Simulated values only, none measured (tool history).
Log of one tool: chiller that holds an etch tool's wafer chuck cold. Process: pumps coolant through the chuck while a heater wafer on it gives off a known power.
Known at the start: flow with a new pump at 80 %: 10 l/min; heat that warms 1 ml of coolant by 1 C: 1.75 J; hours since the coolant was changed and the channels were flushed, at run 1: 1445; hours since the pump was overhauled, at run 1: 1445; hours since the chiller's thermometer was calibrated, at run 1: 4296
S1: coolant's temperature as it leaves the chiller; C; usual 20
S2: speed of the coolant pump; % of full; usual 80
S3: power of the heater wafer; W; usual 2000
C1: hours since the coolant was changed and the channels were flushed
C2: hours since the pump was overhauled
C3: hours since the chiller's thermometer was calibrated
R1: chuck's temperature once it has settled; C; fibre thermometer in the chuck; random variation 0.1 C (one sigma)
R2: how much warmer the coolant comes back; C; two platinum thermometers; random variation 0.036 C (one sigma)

run	hour	S1	S2	S3	C1	C2	C3	R1	R2
1	0	20	80	2000	1445	1445	4296	41	7.21
2	59.5	20	80	2000	1504	1504	4356	41.3	7.14
3	115	20	80	2000	1560	1560	4411	41.3	7.2
# hour 136.3: chiller's thermometer calibrated
4	178.6	20	80	2000	1622	1622	42	42.6	7.25
5	292.1	20	80	2000	1736	1736	156	42.8	7.23
6	343.3	20	80	2000	1787	1787	207	42.7	7.3
7	459.3	20	80	2000	1903	1903	323	43	7.27
8	578.5	20	80	2000	2022	2022	442	43.3	7.3
9	661	20	80	2000	2105	2105	525	43.3	7.33

The next listed run, before its measurement:
10	765.8	10	74	1767	2210	2210	629	?	?

Run 10 gave R1 31.6 C, R2 7.03 C.
Without the tool's hidden state the same run would have given R1 28.7 C, R2 6.56 C.
